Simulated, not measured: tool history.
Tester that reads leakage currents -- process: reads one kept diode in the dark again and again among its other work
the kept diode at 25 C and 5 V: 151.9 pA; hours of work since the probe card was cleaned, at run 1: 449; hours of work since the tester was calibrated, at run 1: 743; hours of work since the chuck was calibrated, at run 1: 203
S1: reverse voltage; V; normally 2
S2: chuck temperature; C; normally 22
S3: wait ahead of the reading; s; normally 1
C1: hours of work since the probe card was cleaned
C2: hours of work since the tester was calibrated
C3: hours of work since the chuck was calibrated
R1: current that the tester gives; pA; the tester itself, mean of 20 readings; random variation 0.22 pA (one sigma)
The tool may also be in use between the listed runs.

Run 1, day 0: usual settings; C1 449; C2 743; C3 203. Result: R1 71.8 pA.
Run 2, day 7.638: usual settings; C1 527; C2 820; C3 280. Result: R1 72.27 pA.
Run 3, day 13.35: usual settings; C1 584; C2 878; C3 338. Result: R1 72.97 pA.
Run 4, day 21.092: usual settings but S2 26 C; C1 663; C2 957; C3 417. Result: R1 107.46 pA.
Run 5, day 27.846: usual settings but S1 2.38 V, S2 26 C; C1 731; C2 1025; C3 485. Result: R1 118.67 pA.
Run 6, day 32.388: usual settings but S1 2.38 V, S2 26 C; C1 777; C2 1071; C3 531. Result: R1 119.33 pA.
Run 7, day 37.704: usual settings but S1 2.38 V, S2 26 C; C1 831; C2 1125; C3 585. Result: R1 119.93 pA.

Expected results for the next run?
Run 8, day 45.896: usual settings but S1 2.38 V, S2 26 C; C1 914; C2 1208; C3 668. Result: R1 ?.

R1: 120.72 pA
Had the tool carried no hidden state, the very same run would have given R1 115.18 pA.
